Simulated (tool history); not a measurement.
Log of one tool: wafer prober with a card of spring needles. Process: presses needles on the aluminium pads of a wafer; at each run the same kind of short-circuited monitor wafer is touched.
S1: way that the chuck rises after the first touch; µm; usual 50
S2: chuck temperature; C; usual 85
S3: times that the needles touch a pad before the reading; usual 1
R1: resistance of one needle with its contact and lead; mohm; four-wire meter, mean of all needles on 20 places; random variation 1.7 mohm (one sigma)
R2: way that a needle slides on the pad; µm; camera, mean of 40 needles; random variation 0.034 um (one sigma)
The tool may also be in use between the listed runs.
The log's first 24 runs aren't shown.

run,hour,S1,S2,S3,R1,R2
# hour 1749.5: tips cleaned on abrasive film
25,1794.4,40,45,2,312,6.12
# hour 1802.6: tips cleaned on abrasive film
# hour 1849.9: tips cleaned on abrasive film
26,1870.2,31,27,3,286,4.66
# hour 1904.4: tips cleaned on abrasive film
27,1938.2,31,27,3,308,4.6
# hour 1955.2: tips cleaned on abrasive film
# hour 2002.7: tips cleaned on abrasive film
28,2016.3,65,43,2,195,9.95
# hour 2050.5: tips cleaned on abrasive film
29,2093.6,47,85,1,346,7.1
# hour 2099.3: tips cleaned on abrasive film
# hour 2150.6: tips cleaned on abrasive film
# hour 2173.6: height of the first contact set anew
30,2189.7,47,85,1,334,7.38
# hour 2198.3: tips cleaned on abrasive film
# hour 2246.1: tips cleaned on abrasive film
31,2246.1,47,85,1,192,7.42
# hour 2292.8: tips cleaned on abrasive film
32,2295.4,65,44,1,185,10.22

3 ways to go on from here, each from the tool as it stands after run 32. What would each give?
# hour 2346.3: tips cleaned on abrasive film
A,2383.6,50,51,1,?,?
# hour 2346.3: tips cleaned on abrasive film
B,2383.6,30,44,1,?,?
# hour 2346.3: tips cleaned on abrasive film
C,2383.6,48,85,3,?,?

run,R1,R2
A,315,7.81
B,545,4.66
C,231,7.44
Without the tool's hidden state the same runs would have given:
run,R1,R2
A,173,7.88
B,183,4.73
C,177,7.51
